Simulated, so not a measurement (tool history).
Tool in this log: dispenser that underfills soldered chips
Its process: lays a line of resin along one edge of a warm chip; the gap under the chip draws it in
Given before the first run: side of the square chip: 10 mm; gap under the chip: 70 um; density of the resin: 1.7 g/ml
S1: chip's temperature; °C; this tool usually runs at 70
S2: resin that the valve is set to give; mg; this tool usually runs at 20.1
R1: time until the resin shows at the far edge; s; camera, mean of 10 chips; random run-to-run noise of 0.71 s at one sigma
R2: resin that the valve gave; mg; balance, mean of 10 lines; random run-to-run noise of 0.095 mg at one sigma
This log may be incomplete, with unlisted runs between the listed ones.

run   hour  S1    S2     R1     R2
  1      0  70  20.1   80.3  18.93
       2.2  -- dispensing valve cleaned and set on the balance
  2    8.2  72  20.1   91.6  20.02
       9.3  -- new syringe of resin
  3   15.6  72  20.1   70.8  19.96
      25.1  -- new syringe of resin
  4   25.1  70  22.4     64  22.14
  5   31.3  70  22.4   78.3  21.91
        41  -- new syringe of resin
  6   44.1  70  18.8   73.8  18.34
  7   52.9  70  18.8   96.7  18.25
      57.1  -- new syringe of resin
  8   62.9  70  20.1   79.2  19.53
      73.1  -- new syringe of resin
  9   74.5  70  20.1   67.7  19.46
 10   84.4  70  20.1   96.2  19.38
      88.7  -- new syringe of resin
 11   90.8  70  20.1   68.8  19.28
     104.2  -- new syringe of resin
 12  104.2  70  20.1   64.3  19.12
 13  109.6  70  20.1   75.5  19.05
     114.4  -- dispensing valve cleaned and set on the balance
       121  -- new syringe of resin
 14  122.3  78  24.5   45.4  24.56
 15  132.4  85  22.5   45.1  22.42
     136.7  -- new syringe of resin
 16  146.1  63  23.7  123.3  23.38
     152.6  -- new syringe of resin
 17  156.7  63  23.7  104.6  23.42
 18  163.1  79  23.1   55.9  22.59
     168.3  -- new syringe of resin
 19  175.8  70  17.5   84.5  16.94
 20  183.4  59  18.9  199.2  18.34
     184.5  -- new syringe of resin
 21  189.5  70  17.9   78.4  17.18
 22  196.1  70  19.5     95  18.64
     200.1  -- new syringe of resin
 23    205  83  19.4   40.1  18.62

4 ways to go on from here, each from the tool as it stands after run 23. What would each give?
  A   212  83  18.2   ?   ?
  B   212  64  25.2   ?   ?
  C   212  59  20.5   ?   ?
  D   212  64  18.6   ?   ?

run     R1     R2
  A   50.1  17.27
  B  129.7  23.88
  C  170.8  19.44
  D  133.3  17.63
Stripped of hidden state, with their random variation kept, the same runs would have yielded:
run     R1     R2
  A   33.5  18.15
  B   87.8  25.09
  C  115.2  20.43
  D   89.6  18.53
